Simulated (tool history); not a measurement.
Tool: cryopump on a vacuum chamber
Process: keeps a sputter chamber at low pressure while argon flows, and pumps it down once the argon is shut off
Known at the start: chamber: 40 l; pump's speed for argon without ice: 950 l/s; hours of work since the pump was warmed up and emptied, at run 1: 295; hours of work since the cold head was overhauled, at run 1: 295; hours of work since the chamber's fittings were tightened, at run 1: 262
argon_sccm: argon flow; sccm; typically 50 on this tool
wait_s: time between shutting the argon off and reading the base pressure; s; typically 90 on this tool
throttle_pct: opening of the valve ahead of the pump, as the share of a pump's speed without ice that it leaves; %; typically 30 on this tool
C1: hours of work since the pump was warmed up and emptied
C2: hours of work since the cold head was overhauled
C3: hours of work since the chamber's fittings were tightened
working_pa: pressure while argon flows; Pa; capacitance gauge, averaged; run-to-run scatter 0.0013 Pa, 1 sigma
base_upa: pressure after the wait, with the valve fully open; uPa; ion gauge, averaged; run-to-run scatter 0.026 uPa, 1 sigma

Run 1, hour 0.0: usual settings; C1 295; C2 295; C3 262. Result: working_pa 0.3009 Pa, base_upa 1.80 uPa.
Run 2, hour 23.8: usual settings but argon_sccm 38 sccm; C1 310; C2 310; C3 277. Result: working_pa 0.2309 Pa, base_upa 1.75 uPa.
Run 3, hour 49.2: usual settings; C1 327; C2 327; C3 294. Result: working_pa 0.3052 Pa, base_upa 1.83 uPa.
Run 4, hour 75.3: usual settings; C1 343; C2 343; C3 310. Result: working_pa 0.3047 Pa, base_upa 1.89 uPa.
Run 5, hour 96.1: usual settings but throttle_pct 41 %; C1 357; C2 357; C3 324. Result: working_pa 0.2259 Pa, base_upa 1.88 uPa.
Run 6, hour 122.0: usual settings; C1 373; C2 373; C3 340. Result: working_pa 0.3062 Pa, base_upa 1.94 uPa.
Run 7, hour 144.1: usual settings but throttle_pct 19 %; C1 388; C2 388; C3 355. Result: working_pa 0.4738 Pa, base_upa 2.02 uPa.
Run 8, hour 160.9: usual settings; C1 398; C2 398; C3 365. Result: working_pa 0.3075 Pa, base_upa 2.04 uPa.
Run 9, hour 184.9: usual settings; C1 414; C2 414; C3 381. Result: working_pa 0.3062 Pa, base_upa 2.06 uPa.
Run 10, hour 211.7: usual settings; C1 431; C2 431; C3 398. Result: working_pa 0.3092 Pa, base_upa 2.11 uPa.
Run 11, hour 237.8: usual settings but wait_s 171 s; C1 448; C2 448; C3 415. Result: working_pa 0.3085 Pa, base_upa 1.76 uPa.
Run 12, hour 255.1: usual settings but throttle_pct 20 %; C1 459; C2 459; C3 426. Result: working_pa 0.4554 Pa, base_upa 2.19 uPa.
Run 13, hour 268.8: usual settings but throttle_pct 17 %; C1 468; C2 468; C3 435. Result: working_pa 0.5398 Pa, base_upa 2.14 uPa.
Run 14, hour 290.0: usual settings but throttle_pct 17 %; C1 481; C2 481; C3 449. Result: working_pa 0.5329 Pa, base_upa 2.19 uPa.
Run 15, hour 305.4: usual settings but throttle_pct 17 %; C1 491; C2 491; C3 458. Result: working_pa 0.5352 Pa, base_upa 2.19 uPa.
Run 16, hour 320.9: usual settings; C1 501; C2 501; C3 468. Result: working_pa 0.3098 Pa, base_upa 2.24 uPa.
Run 17, hour 337.9: usual settings; C1 512; C2 512; C3 479. Result: working_pa 0.3115 Pa, base_upa 2.32 uPa.
Run 18, hour 351.5: usual settings but argon_sccm 55 sccm, wait_s 85 s, throttle_pct 33 %; C1 521; C2 521; C3 488. Result: working_pa 0.3136 Pa, base_upa 2.36 uPa.
Run 19, hour 364.8: usual settings but argon_sccm 55 sccm, wait_s 54 s, throttle_pct 33 %; C1 529; C2 529; C3 497. Result: working_pa 0.3135 Pa, base_upa 2.95 uPa.
Run 20, hour 383.1: usual settings but argon_sccm 55 sccm, wait_s 54 s, throttle_pct 33 %; C1 541; C2 541; C3 508. Result: working_pa 0.3159 Pa, base_upa 2.97 uPa.
Run 21, hour 410.6: usual settings but argon_sccm 55 sccm, wait_s 54 s, throttle_pct 33 %; C1 559; C2 559; C3 526. Result: working_pa 0.3134 Pa, base_upa 2.92 uPa.
Run 22, hour 423.0: usual settings but argon_sccm 45 sccm, wait_s 136 s, throttle_pct 59 %; C1 567; C2 567; C3 534. Result: working_pa 0.1501 Pa, base_upa 2.17 uPa.
Run 23, hour 436.1: usual settings but argon_sccm 72 sccm, wait_s 131 s; C1 575; C2 575; C3 542. Result: working_pa 0.4478 Pa, base_upa 2.18 uPa.
Run 24, hour 459.3: usual settings but argon_sccm 72 sccm, wait_s 131 s; C1 590; C2 590; C3 557. Result: working_pa 0.4520 Pa, base_upa 2.24 uPa.

For run 25, what comes out?
Run 25, hour 476.4: usual settings but argon_sccm 56 sccm, wait_s 71 s; C1 601; C2 601; C3 568. Result: working_pa ?, base_upa ?.

{"run 25": {"working_pa": 0.3518, "base_upa": 2.71}}
Minus the tool's unlogged condition, the same run would have read working_pa 0.3329 Pa, base_upa 1.37 uPa.
